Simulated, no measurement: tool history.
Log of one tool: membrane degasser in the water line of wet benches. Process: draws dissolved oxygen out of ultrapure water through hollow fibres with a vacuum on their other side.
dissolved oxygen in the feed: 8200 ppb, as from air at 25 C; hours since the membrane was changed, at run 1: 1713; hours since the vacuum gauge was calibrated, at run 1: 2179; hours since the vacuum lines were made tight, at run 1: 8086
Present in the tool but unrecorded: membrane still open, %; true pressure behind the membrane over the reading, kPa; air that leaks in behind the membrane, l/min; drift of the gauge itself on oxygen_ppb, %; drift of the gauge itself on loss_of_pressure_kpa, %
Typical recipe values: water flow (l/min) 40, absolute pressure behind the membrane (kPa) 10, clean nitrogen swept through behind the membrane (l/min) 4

run    hour  water flow (l/min)  absolute pressure behind the membrane (kPa)  clean nitrogen swept through behind the membrane (l/min)  hours since the membrane was changed  hours since the vacuum gauge was calibrated  hours since the vacuum lines were made tight  dissolved oxygen in the water behind the degasser (ppb)  pressure that the water loses in the fibres (kPa)
  1       0                  40                                           10                                                         4                                  1713                                         2179                                          8086                                                    233.8                                              42.37
  2    53.9                  40                                           10                                                      2.15                                  1767                                         2233                                          8140                                                    357.6                                              41.85
  3   109.1                  40                                           10                                                      2.15                                  1822                                         2288                                          8195                                                    349.3                                              42.01
  4   177.7                  40                                           10                                                      2.15                                  1891                                         2357                                          8264                                                    351.1                                              42.17
  5   217.4                  63                                           10                                                      2.15                                  1930                                         2396                                          8303                                                    572.8                                              66.28
  6   278.9                  63                                           10                                                      2.15                                  1992                                         2458                                          8365                                                      601                                              65.81
  7   352.6                  63                                           10                                                      2.15                                  2066                                         2532                                          8438                                                    593.4                                              66.03
  8   432.7                  63                                           10                                                      2.15                                  2146                                         2612                                          8519                                                      602                                               66.4
  9   494.1                  51                                           10                                                         4                                  2207                                         2673                                          8580                                                    321.7                                              53.16
 10   559.9                  51                                           10                                                         4                                  2273                                         2739                                          8646                                                      321                                               53.8
 11   604.3                  40                                         13.3                                                         4                                  2317                                         2783                                          8690                                                      305                                              42.06
 12   649.7                  40                                         13.3                                                         4                                  2363                                         2829                                          8736                                                    305.7                                              42.39
 13     717                  53                                         16.3                                                       4.7                                  2430                                         2896                                          8803                                                    452.8                                              55.79
 14   769.4                  51                                         14.3                                                      4.05                                  2482                                         2948                                          8855                                                      437                                              54.37
 15   816.9                  31                                         16.5                                                      3.08                                  2530                                         2996                                          8903                                                    350.2                                              32.34
 16   862.2                  41                                         19.6                                                      4.81                                  2575                                         3041                                          8948                                                    394.9                                              43.27
 17   915.4                  53                                         19.6                                                       2.1                                  2628                                         3094                                          9001                                                    932.8                                              55.91
 18   979.8                  61                                         11.1                                                      5.05                                  2693                                         3159                                          9066                                                    397.4                                              64.47
 19  1057.3                  46                                         19.4                                                      7.04                                  2770                                         3236                                          9143                                                      345                                              48.59
 20  1116.4                  31                                          8.5                                                      3.14                                  2829                                         3295                                          9202                                                    166.6                                              32.85
 21  1154.2                  41                                          8.5                                                      2.45                                  2867                                         3333                                          9240                                                    285.8                                              43.67
 22  1198.1                  36                                         19.6                                                      3.11                                  2911                                         3377                                          9284                                                    477.8                                              37.96
 23  1278.2                  36                                         19.6                                                      3.11                                  2991                                         3457                                          9364                                                    482.5                                              37.87
 24  1329.5                  36                                         19.6                                                      3.11                                  3042                                         3509                                          9415                                                    487.1                                              37.79

Measured minus without-hidden-state, run by run (identical run-to-run variation in each term; gauge scatter may differ):
run  dissolved oxygen in the water behind the degasser (ppb)  pressure that the water loses in the fibres (kPa)
  1                                                     +8.3                                              +0.33
  2                                                    +12.1                                              +0.34
  3                                                    +11.9                                              +0.35
  4                                                    +12.3                                              +0.36
  5                                                    +17.1                                              +0.58
  6                                                    +18.3                                              +0.59
  7                                                    +18.6                                              +0.61
  8                                                    +19.4                                              +0.64
  9                                                    +12.3                                              +0.53
 10                                                    +12.5                                              +0.55
 11                                                    +10.6                                              +0.44
 12                                                    +10.8                                              +0.46
 13                                                    +13.2                                              +0.61
 14                                                    +13.9                                              +0.61
 15                                                    +11.6                                              +0.37
 16                                                    +11.7                                               +0.5
 17                                                    +19.6                                              +0.67
 18                                                    +15.6                                              +0.78
 19                                                    +11.4                                               +0.6
 20                                                    +10.1                                              +0.42
 21                                                    +15.5                                              +0.57
 22                                                    +14.4                                              +0.49
 23                                                    +14.7                                              +0.52
 24                                                      +15                                              +0.52
